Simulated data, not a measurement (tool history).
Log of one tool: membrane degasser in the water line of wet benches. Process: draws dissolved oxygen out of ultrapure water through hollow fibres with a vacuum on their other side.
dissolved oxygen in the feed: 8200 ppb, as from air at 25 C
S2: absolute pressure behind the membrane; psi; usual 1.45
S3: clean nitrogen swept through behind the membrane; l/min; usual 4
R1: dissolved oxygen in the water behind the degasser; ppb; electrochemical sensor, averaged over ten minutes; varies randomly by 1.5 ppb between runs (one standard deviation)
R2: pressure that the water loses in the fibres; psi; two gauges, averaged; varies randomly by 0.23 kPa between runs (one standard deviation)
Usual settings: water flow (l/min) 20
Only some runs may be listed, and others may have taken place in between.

Run 1, hour 0: usual settings. Result: R1 180.2 ppb, R2 9.063 psi.
Run 2, hour 317.6: usual settings. Result: R1 182.2 ppb, R2 9.03 psi.
Run 3, hour 476.1: usual settings. Result: R1 184.7 ppb, R2 9.01 psi.
At hour 587.8: vacuum gauge calibrated.
Run 4, hour 698.8: usual settings. Result: R1 180.5 ppb, R2 9.043 psi.
Run 5, hour 890.6: usual settings. Result: R1 182.1 ppb, R2 9.039 psi.
Run 6, hour 1124.8: usual settings. Result: R1 180.8 ppb, R2 9.107 psi.
Run 7, hour 1384.4: usual settings. Result: R1 183.2 ppb, R2 9.107 psi.
Run 8, hour 1612: usual settings. Result: R1 186.1 ppb, R2 9.14 psi.
Run 9, hour 1783.1: usual settings but S2 1.46 psi. Result: R1 185.6 ppb, R2 9.049 psi.
Run 10, hour 1972.5: usual settings but S2 1.46 psi. Result: R1 187.2 ppb, R2 9.078 psi.
Run 11, hour 2121.7: usual settings but S2 1.46 psi. Result: R1 186.8 ppb, R2 9.114 psi.
Run 12, hour 2442.1: usual settings but S2 2.48 psi. Result: R1 272.3 ppb, R2 9.214 psi.
At hour 2629.1: vacuum gauge calibrated, once more.
Run 13, hour 2775: usual settings but S2 2.48 psi. Result: R1 268.3 ppb, R2 9.14 psi.
At hour 3078.6: seals of the vacuum lines changed.
Run 14, hour 3096.7: usual settings but S2 2.48 psi. Result: R1 264.6 ppb, R2 9.124 psi.
Run 15, hour 3240.6: usual settings but S2 2.48 psi. Result: R1 270.6 ppb, R2 9.14 psi.
Run 16, hour 3480.2: usual settings but S2 2.48 psi. Result: R1 263.7 ppb, R2 9.159 psi.
Run 17, hour 3689.8: usual settings but water flow (l/min) 12, S2 1.91 psi, S3 5.86 l/min. Result: R1 74.3 ppb, R2 5.527 psi.
Run 18, hour 3942.8: usual settings but water flow (l/min) 12, S2 1.91 psi, S3 5.86 l/min. Result: R1 74.8 ppb, R2 5.507 psi.
Run 19, hour 4248.4: usual settings but water flow (l/min) 24, S2 2.87 psi. Result: R1 399 ppb, R2 11.075 psi.

Run 20 has not been measured yet. What should we expect?
Run 20, hour 4562.8: usual settings but water flow (l/min) 15, S3 5.28 l/min. Result: R1 ?, R2 ?.

{"run 20": {"R1": 95.6, "R2": 6.882}}
With the hidden condition absent and the run-to-run variation left alone, this run would have shown R1 76.2 ppb, R2 6.271 psi.
